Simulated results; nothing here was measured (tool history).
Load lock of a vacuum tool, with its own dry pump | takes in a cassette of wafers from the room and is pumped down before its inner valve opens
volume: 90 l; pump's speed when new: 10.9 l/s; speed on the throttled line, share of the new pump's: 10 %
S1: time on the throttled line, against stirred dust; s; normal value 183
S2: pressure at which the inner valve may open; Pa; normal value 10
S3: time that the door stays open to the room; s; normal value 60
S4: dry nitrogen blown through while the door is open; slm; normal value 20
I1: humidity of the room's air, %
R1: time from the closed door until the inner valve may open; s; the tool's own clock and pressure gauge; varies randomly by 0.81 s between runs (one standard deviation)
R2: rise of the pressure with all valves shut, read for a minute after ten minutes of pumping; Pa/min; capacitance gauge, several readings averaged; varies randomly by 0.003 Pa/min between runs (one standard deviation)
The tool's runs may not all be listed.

{"run": 1, "hour": 0.0, "S1": 183, "S2": 10, "S3": 60, "S4": 20, "I1": 45.5, "R1": 241.8, "R2": 0.021}
{"run": 2, "hour": 99.4, "S1": 183, "S2": 10, "S3": 60, "S4": 20, "I1": 44.3, "R1": 240.8, "R2": 0.013}
{"run": 3, "hour": 225.2, "S1": 183, "S2": 10, "S3": 60, "S4": 20, "I1": 45.2, "R1": 240.6, "R2": 0.013}
{"run": 4, "hour": 337.6, "S1": 183, "S2": 10, "S3": 60, "S4": 20, "I1": 44.8, "R1": 242.6, "R2": 0.016}
{"run": 5, "hour": 413.8, "S1": 183, "S2": 10, "S3": 60, "S4": 20, "I1": 42.6, "R1": 242.4, "R2": 0.01}
{"run": 6, "hour": 543.8, "S1": 183, "S2": 10, "S3": 60, "S4": 20, "I1": 45.9, "R1": 241.4, "R2": 0.017}
{"run": 7, "hour": 635.8, "S1": 183, "S2": 10, "S3": 60, "S4": 20, "I1": 48.2, "R1": 242.7, "R2": 0.014}
{"run": 8, "hour": 740.2, "S1": 183, "S2": 10, "S3": 60, "S4": 20, "I1": 43.7, "R1": 240.5, "R2": 0.017}
{"run": 9, "hour": 854.3, "S1": 183, "S2": 10, "S3": 60, "S4": 20, "I1": 44.2, "R1": 241.5, "R2": 0.012}
{"run": 10, "hour": 964.5, "S1": 183, "S2": 14, "S3": 60, "S4": 20, "I1": 46.3, "R1": 238.7, "R2": 0.02}
{"run": 11, "hour": 1082.9, "S1": 183, "S2": 14, "S3": 60, "S4": 20, "I1": 45.0, "R1": 239.1, "R2": 0.013}
{"run": 12, "hour": 1162.7, "S1": 183, "S2": 14, "S3": 96, "S4": 20, "I1": 44.9, "R1": 240.4, "R2": 0.019}
{"run": 13, "hour": 1241.4, "S1": 183, "S2": 10, "S3": 60, "S4": 20, "I1": 40.4, "R1": 241.7, "R2": 0.016}
{"run": 14, "hour": 1353.7, "S1": 183, "S2": 10, "S3": 60, "S4": 20, "I1": 44.8, "R1": 241.8, "R2": 0.016}
{"run": 15, "hour": 1439.4, "S1": 183, "S2": 10, "S3": 60, "S4": 20, "I1": 42.2, "R1": 242.3, "R2": 0.011}
{"run": 16, "hour": 1544.8, "S1": 183, "S2": 10, "S3": 60, "S4": 20, "I1": 45.1, "R1": 241.1, "R2": 0.01}
{"run": 17, "hour": 1628.1, "S1": 183, "S2": 20, "S3": 60, "S4": 20, "I1": 50.8, "R1": 236.1, "R2": 0.02}
{"run": 18, "hour": 1698.2, "S1": 358, "S2": 8, "S3": 121, "S4": 31, "I1": 46.5, "R1": 401.3, "R2": 0.016}
{"run": 19, "hour": 1827.5, "S1": 304, "S2": 10, "S3": 122, "S4": 31, "I1": 46.1, "R1": 349.9, "R2": 0.018}
{"run": 20, "hour": 1927.3, "S1": 183, "S2": 16, "S3": 60, "S4": 20, "I1": 43.8, "R1": 237.3, "R2": 0.014}
{"run": 21, "hour": 1992.0, "S1": 335, "S2": 12, "S3": 27, "S4": 8, "I1": 45.6, "R1": 377.1, "R2": 0.015}
{"run": 22, "hour": 2089.9, "S1": 335, "S2": 12, "S3": 27, "S4": 8, "I1": 43.6, "R1": 376.3, "R2": 0.01}
{"run": 23, "hour": 2152.8, "S1": 110, "S2": 18, "S3": 175, "S4": 14, "I1": 48.0, "R1": 170.6, "R2": 0.026}
{"run": 24, "hour": 2287.2, "S1": 110, "S2": 18, "S3": 175, "S4": 14, "I1": 43.2, "R1": 170.7, "R2": 0.027}
{"run": 25, "hour": 2345.6, "S1": 110, "S2": 18, "S3": 175, "S4": 14, "I1": 44.6, "R1": 168.6, "R2": 0.025}
{"run": 26, "hour": 2423.8, "S1": 110, "S2": 18, "S3": 175, "S4": 14, "I1": 47.0, "R1": 171.1, "R2": 0.025}
{"run": 27, "hour": 2546.0, "S1": 322, "S2": 10, "S3": 38, "S4": 20, "I1": 43.2, "R1": 365.8, "R2": 0.017}
{"run": 28, "hour": 2649.7, "S1": 183, "S2": 10, "S3": 54, "S4": 20, "I1": 42.2, "R1": 241.5, "R2": 0.017}
{"run": 29, "hour": 2732.6, "S1": 93, "S2": 10, "S3": 54, "S4": 4, "I1": 46.1, "R1": 161.5, "R2": 0.028}
{"run": 30, "hour": 2794.2, "S1": 183, "S2": 15, "S3": 61, "S4": 20, "I1": 47.9, "R1": 237.8, "R2": 0.017}
{"run": 31, "hour": 2927.8, "S1": 183, "S2": 15, "S3": 61, "S4": 20, "I1": 46.7, "R1": 240.2, "R2": 0.02}
{"run": 32, "hour": 3045.0, "S1": 111, "S2": 10, "S3": 61, "S4": 20, "I1": 45.9, "R1": 176.8, "R2": 0.013}
{"run": 33, "hour": 3129.3, "S1": 105, "S2": 16, "S3": 51, "S4": 20, "I1": 43.4, "R1": 166.9, "R2": 0.016}

Consider 3 possible next runs. They are alternatives, not a sequence: every one starts from the tool as it was left by run 33. What does each give?
{"run": "A", "hour": 3189.6, "S1": 183, "S2": 10, "S3": 36, "S4": 20, "I1": 46.8, "R1": "?", "R2": "?"}
{"run": "B", "hour": 3189.6, "S1": 183, "S2": 10, "S3": 80, "S4": 20, "I1": 41.6, "R1": "?", "R2": "?"}
{"run": "C", "hour": 3189.6, "S1": 105, "S2": 16, "S3": 54, "S4": 20, "I1": 45.7, "R1": "?", "R2": "?"}

run=A R1=241.3 R2=0.018
run=B R1=240.1 R2=0.016
run=C R1=168.1 R2=0.015
What these runs would have given with no unlogged condition in the tool:
run=A R1=241.3 R2=0.017
run=B R1=240.1 R2=0.015
run=C R1=168.1 R2=0.014
